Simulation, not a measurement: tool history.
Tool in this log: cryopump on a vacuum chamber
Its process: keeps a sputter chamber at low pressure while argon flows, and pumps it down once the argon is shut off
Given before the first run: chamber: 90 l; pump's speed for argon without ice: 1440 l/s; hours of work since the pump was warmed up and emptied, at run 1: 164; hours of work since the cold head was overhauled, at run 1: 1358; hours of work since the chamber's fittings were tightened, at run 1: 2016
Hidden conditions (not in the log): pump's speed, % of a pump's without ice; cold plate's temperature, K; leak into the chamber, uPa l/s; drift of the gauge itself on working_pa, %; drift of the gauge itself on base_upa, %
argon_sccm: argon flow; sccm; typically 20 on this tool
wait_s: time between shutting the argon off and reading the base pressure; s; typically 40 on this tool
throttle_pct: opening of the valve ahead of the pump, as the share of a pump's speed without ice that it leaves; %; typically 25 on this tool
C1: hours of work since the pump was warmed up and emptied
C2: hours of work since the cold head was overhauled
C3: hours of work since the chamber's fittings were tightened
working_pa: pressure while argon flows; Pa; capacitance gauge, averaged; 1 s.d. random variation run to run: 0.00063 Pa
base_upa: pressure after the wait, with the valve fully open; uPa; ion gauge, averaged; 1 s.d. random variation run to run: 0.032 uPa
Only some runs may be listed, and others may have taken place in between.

{"run": 1, "day": 0.0, "argon_sccm": 20, "wait_s": 40, "throttle_pct": 25, "C1": 164, "C2": 1358, "C3": 2016, "working_pa": 0.0954, "base_upa": 2.84}
{"run": 2, "day": 1.362, "argon_sccm": 20, "wait_s": 40, "throttle_pct": 25, "C1": 191, "C2": 1385, "C3": 2043, "working_pa": 0.0963, "base_upa": 2.99}
{"run": 3, "day": 2.938, "argon_sccm": 20, "wait_s": 40, "throttle_pct": 25, "C1": 223, "C2": 1417, "C3": 2074, "working_pa": 0.096, "base_upa": 3}
{"run": 4, "day": 5.988, "argon_sccm": 20, "wait_s": 40, "throttle_pct": 25, "C1": 283, "C2": 1477, "C3": 2135, "working_pa": 0.0975, "base_upa": 2.97}
{"run": 5, "day": 8.979, "argon_sccm": 20, "wait_s": 40, "throttle_pct": 25, "C1": 343, "C2": 1537, "C3": 2195, "working_pa": 0.0975, "base_upa": 3.08}
{"run": 6, "day": 11.2, "argon_sccm": 20, "wait_s": 40, "throttle_pct": 25, "C1": 387, "C2": 1581, "C3": 2239, "working_pa": 0.0993, "base_upa": 3.24}
{"run": 7, "day": 13.042, "argon_sccm": 20, "wait_s": 40, "throttle_pct": 25, "C1": 424, "C2": 1618, "C3": 2276, "working_pa": 0.0992, "base_upa": 3.22}
{"run": 8, "day": 15.533, "argon_sccm": 20, "wait_s": 40, "throttle_pct": 16, "C1": 473, "C2": 1667, "C3": 2325, "working_pa": 0.1519, "base_upa": 3.33}
{"run": 9, "day": 17.012, "argon_sccm": 20, "wait_s": 40, "throttle_pct": 16, "C1": 503, "C2": 1697, "C3": 2355, "working_pa": 0.1534, "base_upa": 3.43}
{"run": 10, "day": 19.225, "argon_sccm": 20, "wait_s": 40, "throttle_pct": 16, "C1": 547, "C2": 1741, "C3": 2399, "working_pa": 0.1532, "base_upa": 3.43}
{"day": 21.504, "done": "pump warmed up, emptied and cooled again"}
{"run": 11, "day": 22.462, "argon_sccm": 20, "wait_s": 40, "throttle_pct": 22, "C1": 19, "C2": 1801, "C3": 2459, "working_pa": 0.1082, "base_upa": 3.02}
{"run": 12, "day": 24.208, "argon_sccm": 20, "wait_s": 40, "throttle_pct": 22, "C1": 54, "C2": 1836, "C3": 2494, "working_pa": 0.1085, "base_upa": 3.04}
{"run": 13, "day": 27.146, "argon_sccm": 20, "wait_s": 40, "throttle_pct": 22, "C1": 112, "C2": 1894, "C3": 2552, "working_pa": 0.1081, "base_upa": 3.2}
{"run": 14, "day": 30.062, "argon_sccm": 10, "wait_s": 108, "throttle_pct": 20, "C1": 170, "C2": 1952, "C3": 2610, "working_pa": 0.0599, "base_upa": 2.37}
{"run": 15, "day": 32.712, "argon_sccm": 13, "wait_s": 67, "throttle_pct": 15, "C1": 223, "C2": 2005, "C3": 2663, "working_pa": 0.1029, "base_upa": 2.71}
{"run": 16, "day": 34.429, "argon_sccm": 38, "wait_s": 25, "throttle_pct": 15, "C1": 257, "C2": 2039, "C3": 2697, "working_pa": 0.303, "base_upa": 4.33}
{"run": 17, "day": 36.158, "argon_sccm": 38, "wait_s": 25, "throttle_pct": 15, "C1": 292, "C2": 2074, "C3": 2731, "working_pa": 0.3024, "base_upa": 4.3}
{"run": 18, "day": 37.858, "argon_sccm": 10, "wait_s": 205, "throttle_pct": 15, "C1": 325, "C2": 2107, "C3": 2765, "working_pa": 0.0801, "base_upa": 2.31}
{"run": 19, "day": 40.079, "argon_sccm": 16, "wait_s": 29, "throttle_pct": 19, "C1": 370, "C2": 2152, "C3": 2809, "working_pa": 0.1017, "base_upa": 4.13}
{"run": 20, "day": 41.462, "argon_sccm": 23, "wait_s": 54, "throttle_pct": 28, "C1": 397, "C2": 2179, "C3": 2837, "working_pa": 0.1014, "base_upa": 3.25}
{"run": 21, "day": 42.812, "argon_sccm": 23, "wait_s": 54, "throttle_pct": 28, "C1": 424, "C2": 2206, "C3": 2864, "working_pa": 0.1023, "base_upa": 3.33}
{"run": 22, "day": 45.688, "argon_sccm": 10, "wait_s": 136, "throttle_pct": 25, "C1": 481, "C2": 2263, "C3": 2921, "working_pa": 0.0496, "base_upa": 2.78}
{"run": 23, "day": 47.321, "argon_sccm": 25, "wait_s": 138, "throttle_pct": 20, "C1": 514, "C2": 2296, "C3": 2954, "working_pa": 0.1556, "base_upa": 2.84}
{"run": 24, "day": 50.117, "argon_sccm": 25, "wait_s": 138, "throttle_pct": 20, "C1": 569, "C2": 2351, "C3": 3009, "working_pa": 0.1565, "base_upa": 2.87}
{"day": 51.162, "done": "pump warmed up, emptied and cooled again"}
{"run": 25, "day": 52.062, "argon_sccm": 25, "wait_s": 138, "throttle_pct": 20, "C1": 18, "C2": 2386, "C3": 3044, "working_pa": 0.149, "base_upa": 2.4}
{"run": 26, "day": 54.767, "argon_sccm": 37, "wait_s": 40, "throttle_pct": 17, "C1": 72, "C2": 2440, "C3": 3098, "working_pa": 0.2566, "base_upa": 3.5}

Below are 4 alternative next runs, each starting from the tool's condition after run 26. Predict each:
{"run": "A", "day": 57.475, "argon_sccm": 19, "wait_s": 22, "throttle_pct": 17, "C1": 126, "C2": 2494, "C3": 3152, "working_pa": "?", "base_upa": "?"}
{"run": "B", "day": 57.475, "argon_sccm": 20, "wait_s": 271, "throttle_pct": 28, "C1": 126, "C2": 2494, "C3": 3152, "working_pa": "?", "base_upa": "?"}
{"run": "C", "day": 57.475, "argon_sccm": 19, "wait_s": 256, "throttle_pct": 58, "C1": 126, "C2": 2494, "C3": 3152, "working_pa": "?", "base_upa": "?"}
{"run": "D", "day": 57.475, "argon_sccm": 36, "wait_s": 86, "throttle_pct": 25, "C1": 126, "C2": 2494, "C3": 3152, "working_pa": "?", "base_upa": "?"}

run=A working_pa=0.1339 base_upa=4.91
run=B working_pa=0.0866 base_upa=2.33
run=C working_pa=0.0399 base_upa=2.4
run=D working_pa=0.1718 base_upa=2.83
With no hidden state in the tool, these same runs would have given:
run=A working_pa=0.1319 base_upa=2.91
run=B working_pa=0.0845 base_upa=0.41
run=C working_pa=0.0379 base_upa=0.44
run=D working_pa=0.168 base_upa=0.87

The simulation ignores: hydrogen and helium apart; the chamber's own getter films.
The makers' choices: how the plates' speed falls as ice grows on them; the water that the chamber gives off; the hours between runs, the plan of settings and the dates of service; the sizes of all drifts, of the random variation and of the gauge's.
